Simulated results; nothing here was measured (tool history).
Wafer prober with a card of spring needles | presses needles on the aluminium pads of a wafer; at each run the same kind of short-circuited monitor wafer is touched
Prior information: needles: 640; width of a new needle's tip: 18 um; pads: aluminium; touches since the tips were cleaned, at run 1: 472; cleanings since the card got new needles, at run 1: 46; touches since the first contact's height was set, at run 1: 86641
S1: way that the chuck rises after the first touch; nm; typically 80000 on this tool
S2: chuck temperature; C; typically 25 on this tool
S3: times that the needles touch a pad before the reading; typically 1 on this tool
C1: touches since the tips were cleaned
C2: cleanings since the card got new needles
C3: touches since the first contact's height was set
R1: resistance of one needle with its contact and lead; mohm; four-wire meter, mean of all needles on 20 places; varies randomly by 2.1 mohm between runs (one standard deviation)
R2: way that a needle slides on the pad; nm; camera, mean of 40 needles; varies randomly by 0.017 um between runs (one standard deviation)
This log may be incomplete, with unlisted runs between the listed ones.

run	hour	S1	S2	S3	C1	C2	C3	R1	R2
1	0.0	80000	25	1	472	46	86641	252	14230
# hour 10.0: tips cleaned on abrasive film
2	15.5	80000	25	1	3096	47	95329	284	14220
# hour 22.1: tips cleaned on abrasive film
3	22.4	80000	25	1	156	48	99126	249	14220
4	29.3	80000	25	1	4040	48	103010	298	14240
# hour 33.2: tips cleaned on abrasive film
5	35.7	80000	25	1	1402	49	106554	270	14190
# hour 42.6: height of the first contact set anew
# hour 45.1: tips cleaned on abrasive film
6	51.0	64000	25	1	3352	50	4677	309	11570
# hour 55.8: tips cleaned on abrasive film
7	60.4	64000	117	1	2601	51	9881	317	11550
# hour 67.5: tips cleaned on abrasive film
8	72.4	64000	117	1	2759	52	16550	322	11520
# hour 79.2: tips cleaned on abrasive film
9	79.2	64000	117	1	0	53	20362	266	11520
10	85.8	70000	117	1	3696	53	24058	323	12590
# hour 90.3: tips cleaned on abrasive film
11	97.4	70000	117	1	3998	54	30512	326	12550
# hour 101.1: tips cleaned on abrasive film
12	105.9	70000	117	1	2684	55	35248	315	12550
# hour 111.9: tips cleaned on abrasive film
13	113.9	80000	80	1	1106	56	39698	277	14350
14	122.4	80000	25	1	5861	56	44453	311	14340
# hour 123.5: tips cleaned on abrasive film
# hour 134.5: tips cleaned on abrasive film
15	137.1	80000	25	1	1467	58	52610	268	14320
# hour 145.6: tips cleaned on abrasive film
16	147.4	80000	25	1	992	59	58340	259	14300
# hour 156.4: tips cleaned on abrasive film
17	161.9	70000	25	1	3098	60	66483	301	12470
# hour 167.8: tips cleaned on abrasive film
18	175.9	80000	25	1	4603	61	74301	302	14250
# hour 178.6: tips cleaned on abrasive film
19	185.4	80000	25	1	3840	62	79550	297	14210
# hour 189.9: tips cleaned on abrasive film
20	195.8	87000	43	2	3332	63	85364	269	15500
# hour 200.6: tips cleaned on abrasive film
21	202.9	87000	43	2	1300	64	89299	253	15500
# hour 211.7: tips cleaned on abrasive film
22	212.4	78000	50	2	390	65	94555	255	13810
# hour 222.4: tips cleaned on abrasive film
23	227.5	78000	50	2	2865	66	103007	275	13800
# hour 233.3: tips cleaned on abrasive film
24	234.1	66000	34	1	426	67	106669	258	11640
# hour 240.1: height of the first contact set anew
# hour 245.1: tips cleaned on abrasive film
25	247.0	66000	34	1	1108	68	3875	274	11940
# hour 256.0: tips cleaned on abrasive film
26	262.2	80000	81	1	3466	69	12344	303	14450
# hour 266.8: tips cleaned on abrasive film
27	271.7	80000	81	1	2760	70	17637	295	14400
# hour 277.6: tips cleaned on abrasive film
28	286.3	80000	125	1	4922	71	25790	319	14420
# hour 289.1: tips cleaned on abrasive film
29	294.5	67000	38	2	3041	72	30357	288	12060
# hour 301.0: tips cleaned on abrasive film
30	303.6	64000	72	2	1436	73	35401	277	11460
# hour 312.0: tips cleaned on abrasive film
31	313.8	80000	25	2	1006	74	41080	253	14360
# hour 323.7: tips cleaned on abrasive film
32	329.0	80000	71	1	2998	75	49566	291	14330

Selected run-to-run steps in R1, each split into two signed amounts: the part the tool would show with no hidden state at all (from settings, incoming material and random variation), and the remainder, which goes to the hidden state together with any gauge scatter not common to the measured and the hidden-state-free results:
Hidden conditions of the tool in this case: debris on the tips, nm; way that the needles fall short of the set height, um; tips' diameter, um; drift of the gauge itself on contact_mohm, %; drift of the gauge itself on scrub_um, %.
Run 3 -> 4: no setting touched and nothing written in the log between the runs. R1 +49 mohm: hidden state +48, all else +1.
Run 8 -> 9: tips cleaned on abrasive film. R1 -56 mohm: hidden state -48, all else -8.
Run 9 -> 10: S1 64000 -> 70000. R1 +57 mohm: hidden state +52, all else +5.
Run 13 -> 14: S2 80 -> 25. R1 +34 mohm: hidden state +52, all else -18.

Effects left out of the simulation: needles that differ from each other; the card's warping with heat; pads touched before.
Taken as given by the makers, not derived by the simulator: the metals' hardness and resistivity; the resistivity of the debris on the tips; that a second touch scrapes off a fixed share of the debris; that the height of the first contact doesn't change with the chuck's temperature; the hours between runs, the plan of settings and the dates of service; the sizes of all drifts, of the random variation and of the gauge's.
